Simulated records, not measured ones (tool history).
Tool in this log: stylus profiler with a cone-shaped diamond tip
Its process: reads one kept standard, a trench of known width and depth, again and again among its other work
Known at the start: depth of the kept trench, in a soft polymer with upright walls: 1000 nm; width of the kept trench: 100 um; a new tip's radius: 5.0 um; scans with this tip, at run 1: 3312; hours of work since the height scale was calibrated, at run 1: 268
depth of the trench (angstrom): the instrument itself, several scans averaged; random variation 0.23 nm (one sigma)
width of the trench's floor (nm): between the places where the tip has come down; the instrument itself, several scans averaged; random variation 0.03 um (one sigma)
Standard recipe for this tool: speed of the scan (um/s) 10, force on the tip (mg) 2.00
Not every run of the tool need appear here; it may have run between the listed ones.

| run | hour | speed of the scan (um/s) | force on the tip (mg) | scans with this tip | hours of work since the height scale was calibrated | depth of the trench (angstrom) | width of the trench's floor (nm) |
|---|---|---|---|---|---|---|---|
| 1 | 0.0 | 10 | 2.00 | 3312 | 268 | 10095.5 | 93680 |
| 2 | 11.0 | 10 | 2.00 | 3377 | 274 | 10096.0 | 93690 |
| 3 | 21.5 | 13 | 2.00 | 3439 | 279 | 10095.1 | 93680 |
| 4 | 39.3 | 10 | 2.00 | 3545 | 287 | 10098.6 | 93640 |
| 5 | 47.2 | 10 | 2.00 | 3592 | 291 | 10096.7 | 93630 |
| 6 | 56.7 | 10 | 2.00 | 3648 | 296 | 10097.0 | 93660 |
| 7 | 72.0 | 10 | 2.00 | 3738 | 303 | 10094.9 | 93720 |
| 8 | 87.8 | 10 | 1.11 | 3832 | 311 | 10070.3 | 93650 |
| 9 | 99.5 | 10 | 1.11 | 3901 | 316 | 10069.7 | 93550 |
| 10 | 114.9 | 10 | 1.11 | 3992 | 324 | 10065.8 | 93640 |
| 11 | 130.1 | 10 | 2.00 | 4083 | 331 | 10101.0 | 93670 |
| 12 | 147.0 | 10 | 2.00 | 4183 | 339 | 10096.4 | 93640 |
| 13 | 156.3 | 10 | 2.00 | 4238 | 343 | 10100.3 | 93600 |
| 14 | 170.3 | 10 | 2.00 | 4320 | 350 | 10097.6 | 93600 |
| 15 | 180.7 | 10 | 2.00 | 4382 | 355 | 10099.4 | 93640 |
| 16 | 193.1 | 10 | 2.00 | 4455 | 361 | 10100.6 | 93570 |
| 17 | 206.3 | 10 | 2.00 | 4534 | 367 | 10097.8 | 93610 |
| 18 | 223.9 | 10 | 2.00 | 4638 | 376 | 10099.0 | 93620 |
| 19 | 236.2 | 10 | 2.00 | 4711 | 382 | 10100.9 | 93610 |
| 20 | 244.8 | 10 | 5.39 | 4761 | 386 | 10188.6 | 93580 |
| 21 | 252.1 | 8 | 2.00 | 4804 | 389 | 10101.2 | 93590 |
| 22 | 266.5 | 8 | 2.00 | 4890 | 396 | 10101.0 | 93590 |
| 23 | 279.7 | 10 | 1.42 | 4968 | 403 | 10077.0 | 93570 |
| 24 | 290.0 | 10 | 5.29 | 5029 | 407 | 10187.5 | 93610 |
| 25 | 306.3 | 6 | 3.46 | 5126 | 415 | 10145.5 | 93570 |
| 26 | 320.1 | 6 | 3.46 | 5207 | 422 | 10144.6 | 93550 |
| 27 | 331.5 | 2 | 1.61 | 5275 | 427 | 10090.2 | 93550 |
| 28 | 344.5 | 2 | 1.61 | 5352 | 434 | 10091.8 | 93560 |
|  | 346.5 | height scale calibrated on a step standard |
| 29 | 357.6 | 40 | 1.27 | 5426 | 5 | 10078.9 | 93390 |
| 30 | 371.8 | 40 | 1.27 | 5510 | 12 | 10082.2 | 93370 |
|  | 374.0 | height scale calibrated on a step standard, once more |
| 31 | 388.6 | 40 | 1.27 | 5607 | 7 | 10062.7 | 93350 |
| 32 | 402.8 | 2 | 2.26 | 5691 | 14 | 10097.1 | 93560 |
| 33 | 419.3 | 6 | 1.75 | 5789 | 22 | 10082.4 | 93490 |
| 34 | 435.0 | 16 | 4.24 | 5881 | 29 | 10148.2 | 93470 |
| 35 | 442.7 | 9 | 1.53 | 5927 | 33 | 10072.0 | 93500 |
| 36 | 456.4 | 31 | 3.30 | 6008 | 40 | 10125.4 | 93420 |
| 37 | 467.4 | 12 | 5.51 | 6073 | 45 | 10175.2 | 93540 |
| 38 | 480.1 | 12 | 5.51 | 6148 | 51 | 10176.0 | 93470 |
| 39 | 498.0 | 12 | 5.51 | 6255 | 59 | 10180.0 | 93490 |
| 40 | 506.2 | 36 | 5.66 | 6303 | 63 | 10181.9 | 93360 |
| 41 | 515.1 | 5 | 1.15 | 6356 | 68 | 10062.7 | 93470 |
| 42 | 532.4 | 11 | 3.83 | 6458 | 76 | 10134.0 | 93440 |
| 43 | 541.4 | 11 | 3.83 | 6512 | 80 | 10136.4 | 93460 |
| 44 | 557.6 | 11 | 3.83 | 6608 | 88 | 10137.4 | 93420 |
| 45 | 566.2 | 2 | 4.40 | 6658 | 92 | 10151.7 | 93490 |

Hidden state at the last listed run before each entry between runs and at the first one after, where it differs:
Runs 28 to 29: height scale calibrated on a step standard (hour 346.5)
  radius of the tip, um: 5.67 -> 5.68; height scale over the true one, %: 0.108 -> 0.144
  measured less the result without the state, depth of the trench (angstrom): +10.9 -> +14.5; width of the trench's floor (nm): -430 -> -430
Runs 30 to 31: height scale calibrated on a step standard, once more (hour 374.0)
  radius of the tip, um: 5.69 -> 5.7; height scale over the true one, %: 0.147 -> -0.052
  measured less the result without the state, depth of the trench (angstrom): +14.7 -> -5.2; width of the trench's floor (nm): -450 -> -450

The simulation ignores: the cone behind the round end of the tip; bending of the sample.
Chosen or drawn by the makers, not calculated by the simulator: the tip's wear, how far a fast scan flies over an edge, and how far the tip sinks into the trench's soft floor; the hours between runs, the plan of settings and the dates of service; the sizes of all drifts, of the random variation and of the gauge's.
